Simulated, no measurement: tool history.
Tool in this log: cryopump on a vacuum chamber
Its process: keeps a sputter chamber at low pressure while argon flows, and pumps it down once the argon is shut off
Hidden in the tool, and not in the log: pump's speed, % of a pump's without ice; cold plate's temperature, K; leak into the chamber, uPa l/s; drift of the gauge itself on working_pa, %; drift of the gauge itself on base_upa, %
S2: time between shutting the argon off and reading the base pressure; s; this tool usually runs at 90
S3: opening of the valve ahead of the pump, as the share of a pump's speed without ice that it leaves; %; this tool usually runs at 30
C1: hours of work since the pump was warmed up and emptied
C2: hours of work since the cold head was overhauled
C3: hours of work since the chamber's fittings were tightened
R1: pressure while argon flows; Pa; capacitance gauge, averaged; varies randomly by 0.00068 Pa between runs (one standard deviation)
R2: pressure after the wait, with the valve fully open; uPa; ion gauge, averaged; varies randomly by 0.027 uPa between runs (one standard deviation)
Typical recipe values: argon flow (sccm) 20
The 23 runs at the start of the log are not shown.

{"run": 24, "hour": 301.7, "argon flow (sccm)": 20, "S2": 36, "S3": 29, "C1": 193, "C2": 193, "C3": 791, "R1": 0.1216, "R2": 2.74}
{"run": 25, "hour": 310.3, "argon flow (sccm)": 20, "S2": 222, "S3": 56, "C1": 198, "C2": 198, "C3": 796, "R1": 0.064, "R2": 0.88}
{"run": 26, "hour": 318.5, "argon flow (sccm)": 20, "S2": 222, "S3": 56, "C1": 202, "C2": 202, "C3": 801, "R1": 0.0649, "R2": 0.86}
{"run": 27, "hour": 327.4, "argon flow (sccm)": 20, "S2": 190, "S3": 16, "C1": 207, "C2": 207, "C3": 806, "R1": 0.2212, "R2": 1.01}
{"run": 28, "hour": 342.6, "argon flow (sccm)": 20, "S2": 190, "S3": 16, "C1": 216, "C2": 216, "C3": 815, "R1": 0.2195, "R2": 0.96}
{"run": 29, "hour": 352.3, "argon flow (sccm)": 20, "S2": 190, "S3": 16, "C1": 221, "C2": 221, "C3": 820, "R1": 0.2202, "R2": 0.98}
{"run": 30, "hour": 362.6, "argon flow (sccm)": 15, "S2": 57, "S3": 30, "C1": 227, "C2": 227, "C3": 826, "R1": 0.0887, "R2": 1.93}
{"run": 31, "hour": 378.2, "argon flow (sccm)": 15, "S2": 72, "S3": 26, "C1": 236, "C2": 236, "C3": 835, "R1": 0.1025, "R2": 1.69}
{"run": 32, "hour": 394.1, "argon flow (sccm)": 31, "S2": 63, "S3": 24, "C1": 245, "C2": 245, "C3": 844, "R1": 0.2282, "R2": 1.81}

Estimate the outcome of run 33 from the log above:
{"run": 33, "hour": 411.4, "argon flow (sccm)": 20, "S2": 280, "S3": 20, "C1": 255, "C2": 255, "C3": 854, "R1": "?", "R2": "?"}

Run 33 yielded R1 0.1788 Pa, R2 0.85 uPa.
If the tool had no hidden condition, the same run with the same run-to-run variation would have returned R1 0.1754 Pa, R2 0.62 uPa.

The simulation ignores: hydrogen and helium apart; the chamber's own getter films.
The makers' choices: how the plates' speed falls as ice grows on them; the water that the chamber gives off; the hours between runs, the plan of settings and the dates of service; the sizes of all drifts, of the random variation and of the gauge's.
